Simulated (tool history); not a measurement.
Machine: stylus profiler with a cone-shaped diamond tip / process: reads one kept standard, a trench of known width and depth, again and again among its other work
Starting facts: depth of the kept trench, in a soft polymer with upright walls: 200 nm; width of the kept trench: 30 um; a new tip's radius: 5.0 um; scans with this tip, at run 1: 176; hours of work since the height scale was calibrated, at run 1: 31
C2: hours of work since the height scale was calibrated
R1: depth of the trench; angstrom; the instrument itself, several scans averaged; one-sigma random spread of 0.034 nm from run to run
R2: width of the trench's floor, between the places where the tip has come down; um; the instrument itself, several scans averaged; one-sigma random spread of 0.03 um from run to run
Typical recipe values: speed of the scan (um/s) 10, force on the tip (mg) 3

{"run": 1, "hour": 0.0, "speed of the scan (um/s)": 10, "force on the tip (mg)": 3, "scans with this tip": 176, "C2": 31, "R1": 2015.4, "R2": 27.13}
{"run": 2, "hour": 9.5, "speed of the scan (um/s)": 10, "force on the tip (mg)": 3, "scans with this tip": 209, "C2": 37, "R1": 2015.9, "R2": 27.11}
{"run": 3, "hour": 21.3, "speed of the scan (um/s)": 10, "force on the tip (mg)": 3, "scans with this tip": 250, "C2": 44, "R1": 2015.3, "R2": 27.04}
{"run": 4, "hour": 29.2, "speed of the scan (um/s)": 10, "force on the tip (mg)": 3, "scans with this tip": 278, "C2": 49, "R1": 2015.1, "R2": 27.09}
{"run": 5, "hour": 39.7, "speed of the scan (um/s)": 10, "force on the tip (mg)": 3, "scans with this tip": 314, "C2": 56, "R1": 2015.5, "R2": 27.07}
{"run": 6, "hour": 48.5, "speed of the scan (um/s)": 10, "force on the tip (mg)": 3, "scans with this tip": 345, "C2": 61, "R1": 2015.6, "R2": 27.1}
{"run": 7, "hour": 58.9, "speed of the scan (um/s)": 10, "force on the tip (mg)": 5.45, "scans with this tip": 381, "C2": 68, "R1": 2023.2, "R2": 27.1}
{"run": 8, "hour": 69.2, "speed of the scan (um/s)": 10, "force on the tip (mg)": 1.08, "scans with this tip": 417, "C2": 74, "R1": 2008.5, "R2": 27.05}
{"run": 9, "hour": 80.7, "speed of the scan (um/s)": 10, "force on the tip (mg)": 1.08, "scans with this tip": 457, "C2": 81, "R1": 2007.8, "R2": 27.11}
{"run": 10, "hour": 92.1, "speed of the scan (um/s)": 10, "force on the tip (mg)": 1.08, "scans with this tip": 497, "C2": 88, "R1": 2008.1, "R2": 27.03}
{"run": 11, "hour": 101.7, "speed of the scan (um/s)": 10, "force on the tip (mg)": 1.08, "scans with this tip": 531, "C2": 94, "R1": 2008, "R2": 27.01}
{"run": 12, "hour": 114.4, "speed of the scan (um/s)": 10, "force on the tip (mg)": 3, "scans with this tip": 575, "C2": 102, "R1": 2015.5, "R2": 26.98}
{"run": 13, "hour": 122.9, "speed of the scan (um/s)": 6, "force on the tip (mg)": 1.07, "scans with this tip": 605, "C2": 107, "R1": 2007.8, "R2": 27.03}
{"run": 14, "hour": 136.6, "speed of the scan (um/s)": 6, "force on the tip (mg)": 4.51, "scans with this tip": 652, "C2": 116, "R1": 2021, "R2": 27.05}
{"run": 15, "hour": 150.6, "speed of the scan (um/s)": 13, "force on the tip (mg)": 3.8, "scans with this tip": 701, "C2": 124, "R1": 2018.8, "R2": 27.04}
{"run": 16, "hour": 160.1, "speed of the scan (um/s)": 13, "force on the tip (mg)": 3.8, "scans with this tip": 734, "C2": 130, "R1": 2018.1, "R2": 27.03}
{"run": 17, "hour": 173.0, "speed of the scan (um/s)": 13, "force on the tip (mg)": 3.8, "scans with this tip": 779, "C2": 138, "R1": 2018.4, "R2": 26.95}
{"run": 18, "hour": 187.8, "speed of the scan (um/s)": 13, "force on the tip (mg)": 3.8, "scans with this tip": 831, "C2": 147, "R1": 2018.7, "R2": 26.98}
{"run": 19, "hour": 200.5, "speed of the scan (um/s)": 13, "force on the tip (mg)": 4.73, "scans with this tip": 875, "C2": 155, "R1": 2021.6, "R2": 26.95}
{"run": 20, "hour": 210.1, "speed of the scan (um/s)": 13, "force on the tip (mg)": 4.73, "scans with this tip": 909, "C2": 161, "R1": 2021, "R2": 26.98}
{"run": 21, "hour": 220.2, "speed of the scan (um/s)": 9, "force on the tip (mg)": 2.3, "scans with this tip": 944, "C2": 167, "R1": 2013.4, "R2": 26.93}
{"run": 22, "hour": 232.7, "speed of the scan (um/s)": 25, "force on the tip (mg)": 3.34, "scans with this tip": 988, "C2": 175, "R1": 2017.6, "R2": 26.88}
{"run": 23, "hour": 244.1, "speed of the scan (um/s)": 6, "force on the tip (mg)": 3, "scans with this tip": 1027, "C2": 182, "R1": 2016.2, "R2": 26.94}

What would each run have given without the hidden state, its run-to-run variation left as it was?
Hidden state at play: radius of the tip, um; height scale over the true one, %; drift of the gauge itself on depth_nm, %; drift of the gauge itself on floor_um, %.
run=1 R1=2015.3 R2=27.18
run=2 R1=2015.8 R2=27.17
run=3 R1=2015.3 R2=27.11
run=4 R1=2015.1 R2=27.17
run=5 R1=2015.4 R2=27.15
run=6 R1=2015.5 R2=27.18
run=7 R1=2023.1 R2=27.2
run=8 R1=2008.4 R2=27.15
run=9 R1=2007.7 R2=27.22
run=10 R1=2008 R2=27.14
run=11 R1=2007.8 R2=27.13
run=12 R1=2015.3 R2=27.11
run=13 R1=2007.6 R2=27.16
run=14 R1=2020.7 R2=27.19
run=15 R1=2018.5 R2=27.18
run=16 R1=2017.8 R2=27.19
run=17 R1=2018.1 R2=27.12
run=18 R1=2018.3 R2=27.15
run=19 R1=2021.2 R2=27.13
run=20 R1=2020.6 R2=27.16
run=21 R1=2013 R2=27.12
run=22 R1=2017.2 R2=27.08
run=23 R1=2015.8 R2=27.15
